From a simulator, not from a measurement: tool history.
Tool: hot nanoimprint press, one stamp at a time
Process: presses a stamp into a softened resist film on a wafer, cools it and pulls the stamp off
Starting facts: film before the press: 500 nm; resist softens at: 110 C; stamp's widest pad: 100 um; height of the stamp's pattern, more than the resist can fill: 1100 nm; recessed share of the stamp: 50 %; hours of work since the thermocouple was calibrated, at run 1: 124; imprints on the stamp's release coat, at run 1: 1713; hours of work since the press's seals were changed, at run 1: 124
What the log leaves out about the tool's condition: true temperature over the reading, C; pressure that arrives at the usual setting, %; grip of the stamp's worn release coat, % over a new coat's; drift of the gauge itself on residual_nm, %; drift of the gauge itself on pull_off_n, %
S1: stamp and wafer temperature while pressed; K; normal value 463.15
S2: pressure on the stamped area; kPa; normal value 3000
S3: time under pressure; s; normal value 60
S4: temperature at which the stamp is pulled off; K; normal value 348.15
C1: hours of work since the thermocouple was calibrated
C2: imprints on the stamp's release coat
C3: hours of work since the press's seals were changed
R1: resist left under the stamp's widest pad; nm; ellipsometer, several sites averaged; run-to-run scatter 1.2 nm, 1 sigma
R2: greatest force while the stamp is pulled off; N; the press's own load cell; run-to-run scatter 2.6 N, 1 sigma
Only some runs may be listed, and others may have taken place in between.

run,hour,S1,S2,S3,S4,C1,C2,C3,R1,R2
1,0,463.15,3000,60,348.15,124,1713,124,178.7,173
2,34.5,463.15,3000,60,352.15,142,1830,142,177.7,166
3,48.8,456.15,3000,60,352.15,150,1879,150,237.8,162
4,63.2,456.15,3000,60,352.15,158,1928,158,239.1,169
5,94.9,456.15,3000,60,352.15,175,2036,175,237.3,167
6,127,463.15,3000,60,348.15,192,2145,192,178.9,176
7,151.3,463.15,3000,60,348.15,205,2227,205,179.2,179
8,175.6,463.15,3000,60,348.15,218,2310,218,183.4,194
9,203.4,463.15,3000,40,348.15,233,2404,233,211,187
# hour 228.4: stamp cleaned and given a new release coat
10,237.3,463.15,3000,40,348.15,248,30,248,210.9,124
11,262.5,463.15,3000,40,348.15,262,116,262,210.8,118
# hour 283.8: plate thermocouple calibrated
12,284.9,463.15,3000,40,348.15,1,182,272,215.2,122
13,308.9,463.15,3000,40,348.15,13,263,285,217.2,125
14,324.7,463.15,3000,40,348.15,22,317,293,216.1,123
15,340.7,463.15,2640,60,348.15,31,371,302,199.3,129
16,363.3,458.15,4130,67,347.15,43,448,314,186.6,128
17,379.2,452.15,4790,75,340.15,51,502,322,215.1,139
18,409.5,452.15,4790,85,336.15,67,605,339,210.1,149
19,432.1,459.15,1890,56,344.15,80,682,351,280.6,137
# hour 444: plate thermocouple calibrated, once more
20,455.2,463.15,3000,118,352.15,6,750,362,134.2,132
21,477,463.15,3000,118,352.15,18,824,373,136.3,135
22,506.7,463.15,2000,118,347.15,34,925,389,168.2,143
23,526,463.15,3000,41,348.15,44,991,400,204.7,142
24,560.1,463.15,3000,41,348.15,62,1106,418,205.9,143
25,576.5,474.15,4120,30,345.15,71,1162,427,128.4,150
26,608.7,470.15,2050,60,348.15,88,1272,444,165.7,150
27,625,458.15,3000,70,351.15,97,1327,453,206.3,147
28,650,469.15,3000,102,351.15,110,1412,466,111.9,156
29,675.3,473.15,1960,53,348.15,124,1498,480,160.5,157

4 options for the next run, each taken on its own from the tool as it stands now. Forecast them:
A,692.4,463.15,3000,59,334.15,133,1556,489,?,?
B,692.4,473.15,2880,54,334.15,133,1556,489,?,?
C,692.4,473.15,1960,101,348.15,133,1556,489,?,?
D,692.4,463.15,3000,60,341.15,133,1556,489,?,?

run,R1,R2
A,180.1,185
B,129.7,178
C,123.4,162
D,180.3,170
The same runs, with their run-to-run variation unchanged, on a tool lacking any hidden condition would have given:
run,R1,R2
A,177,136
B,127.5,131
C,121.6,118
D,177.1,125
